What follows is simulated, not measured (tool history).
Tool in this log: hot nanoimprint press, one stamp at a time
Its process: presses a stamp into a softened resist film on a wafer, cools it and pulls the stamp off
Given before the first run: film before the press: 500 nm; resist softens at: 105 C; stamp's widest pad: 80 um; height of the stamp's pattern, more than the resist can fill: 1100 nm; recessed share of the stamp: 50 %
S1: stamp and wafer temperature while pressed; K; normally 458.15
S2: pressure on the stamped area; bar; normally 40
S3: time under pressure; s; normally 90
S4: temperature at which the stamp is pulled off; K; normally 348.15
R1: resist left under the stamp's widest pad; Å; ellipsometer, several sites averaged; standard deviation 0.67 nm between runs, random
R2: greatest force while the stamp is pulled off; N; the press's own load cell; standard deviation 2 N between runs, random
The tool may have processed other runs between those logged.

| run | hour | S1 | S2 | S3 | S4 | R1 | R2 |
|---|---|---|---|---|---|---|---|
| 1 | 0 | 458.15 | 40 | 90 | 348.15 | 2068 | 102 |
| 2 | 10.6 | 458.15 | 40 | 90 | 348.15 | 2058 | 100 |
| 3 | 21.7 | 458.15 | 40 | 90 | 348.15 | 2054 | 101 |
| 4 | 32.7 | 458.15 | 40 | 90 | 348.15 | 2062 | 100 |
| 5 | 41.7 | 458.15 | 40 | 90 | 348.15 | 2055 | 101 |
| 6 | 46.9 | 458.15 | 40 | 46 | 348.15 | 2603 | 102 |
| 7 | 53.9 | 458.15 | 40 | 90 | 348.15 | 2064 | 103 |
| 8 | 60.3 | 458.15 | 40 | 90 | 348.15 | 2056 | 105 |
| 9 | 67.5 | 458.15 | 40 | 90 | 348.15 | 2066 | 104 |
| 10 | 73.5 | 458.15 | 40 | 90 | 348.15 | 2057 | 102 |
| 11 | 78.3 | 458.15 | 40 | 175 | 348.15 | 1615 | 102 |
| 12 | 83.6 | 458.15 | 40 | 175 | 348.15 | 1606 | 104 |
| 13 | 88.7 | 458.15 | 40 | 54 | 348.15 | 2451 | 103 |
| 14 | 94 | 458.15 | 40 | 54 | 348.15 | 2465 | 102 |
| 15 | 103.9 | 458.15 | 40 | 159 | 348.15 | 1668 | 101 |
| 16 | 114 | 463.15 | 46 | 159 | 348.15 | 1311 | 102 |
| 17 | 125.6 | 458.15 | 40 | 55 | 356.15 | 2434 | 92 |
| 18 | 132.5 | 456.15 | 40 | 151 | 348.15 | 1814 | 101 |
| 19 | 138.7 | 467.15 | 40 | 90 | 348.15 | 1572 | 104 |
| 20 | 147.6 | 467.15 | 40 | 90 | 348.15 | 1567 | 103 |
| 21 | 154.1 | 467.15 | 25.5 | 100 | 352.15 | 1926 | 97 |
| 22 | 165 | 458.15 | 45.3 | 174 | 348.15 | 1505 | 103 |
| 23 | 175.8 | 458.15 | 45.3 | 46 | 334.15 | 2447 | 120 |
| 24 | 181.6 | 456.15 | 30.3 | 108 | 344.15 | 2377 | 110 |
| 25 | 188.7 | 456.15 | 30.3 | 108 | 344.15 | 2370 | 105 |
| 26 | 197 | 457.15 | 40 | 90 | 342.15 | 2125 | 110 |
| 27 | 206 | 457.15 | 55.9 | 90 | 342.15 | 1773 | 112 |
| 28 | 212.8 | 460.15 | 27.2 | 90 | 341.15 | 2362 | 116 |
| 29 | 220.4 | 460.15 | 27.2 | 90 | 341.15 | 2380 | 113 |
| 30 | 226.5 | 453.15 | 40 | 90 | 343.15 | 2406 | 111 |

Forecast each of these 3 alternatives for the next run:
| A | 232.8 | 458.15 | 58.5 | 159 | 343.15 | ? | ? |
| B | 232.8 | 453.15 | 40 | 166 | 343.15 | ? | ? |
| C | 232.8 | 466.15 | 40 | 62 | 343.15 | ? | ? |

| run | R1 | R2 |
|---|---|---|
| A | 1348 | 104 |
| B | 1941 | 108 |
| C | 1841 | 114 |
Without the tool's hidden state the same runs would have given:
| run | R1 | R2 |
|---|---|---|
| A | 1346 | 103 |
| B | 1939 | 107 |
| C | 1839 | 113 |

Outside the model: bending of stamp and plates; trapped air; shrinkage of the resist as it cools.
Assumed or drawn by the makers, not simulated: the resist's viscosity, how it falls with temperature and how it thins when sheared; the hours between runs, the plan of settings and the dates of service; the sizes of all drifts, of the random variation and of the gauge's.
